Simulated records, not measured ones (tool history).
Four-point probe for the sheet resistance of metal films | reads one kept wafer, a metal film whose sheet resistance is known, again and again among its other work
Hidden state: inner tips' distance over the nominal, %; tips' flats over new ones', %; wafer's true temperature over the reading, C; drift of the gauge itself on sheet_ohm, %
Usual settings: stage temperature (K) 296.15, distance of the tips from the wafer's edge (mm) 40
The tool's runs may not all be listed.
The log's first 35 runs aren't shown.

| run | hour | stage temperature (K) | distance of the tips from the wafer's edge (mm) | touches since the probe head was changed | hours of work since the stage's thermometer was calibrated | sheet resistance as the instrument gives it (ohm/square) |
|---|---|---|---|---|---|---|
| 36 | 760.6 | 297.15 | 8 | 102956 | 168 | 5.134474 |
| 37 | 778.6 | 293.15 | 19 | 103972 | 180 | 5.105574 |
| 38 | 794.1 | 294.15 | 40 | 104851 | 190 | 5.106609 |
| 39 | 811.9 | 295.15 | 3 | 105862 | 202 | 5.22899 |
| 40 | 832.1 | 293.15 | 28 | 107004 | 216 | 5.102821 |
| 41 | 844.8 | 296.15 | 30 | 107722 | 225 | 5.111989 |
| 42 | 859.8 | 296.15 | 4 | 108574 | 235 | 5.181557 |
| 43 | 887.2 | 296.15 | 4 | 110124 | 254 | 5.179158 |
| 44 | 908.8 | 296.15 | 4 | 111351 | 268 | 5.180095 |
| 45 | 935.8 | 296.15 | 4 | 112883 | 287 | 5.179092 |
| 46 | 960.2 | 296.15 | 25 | 114265 | 303 | 5.111311 |

Forecast each of these 3 alternatives for the next run:
| A | 986.6 | 306.15 | 40 | 115761 | 321 | ? |
| B | 986.6 | 306.15 | 7 | 115761 | 321 | ? |
| C | 986.6 | 294.15 | 4 | 115761 | 321 | ? |

| run | sheet resistance as the instrument gives it (ohm/square) |
|---|---|
| A | 5.144294 |
| B | 5.164245 |
| C | 5.170087 |
Without the tool's hidden state the same runs would have given:
| run | sheet resistance as the instrument gives it (ohm/square) |
|---|---|
| A | 5.175766 |
| B | 5.195828 |
| C | 5.201572 |

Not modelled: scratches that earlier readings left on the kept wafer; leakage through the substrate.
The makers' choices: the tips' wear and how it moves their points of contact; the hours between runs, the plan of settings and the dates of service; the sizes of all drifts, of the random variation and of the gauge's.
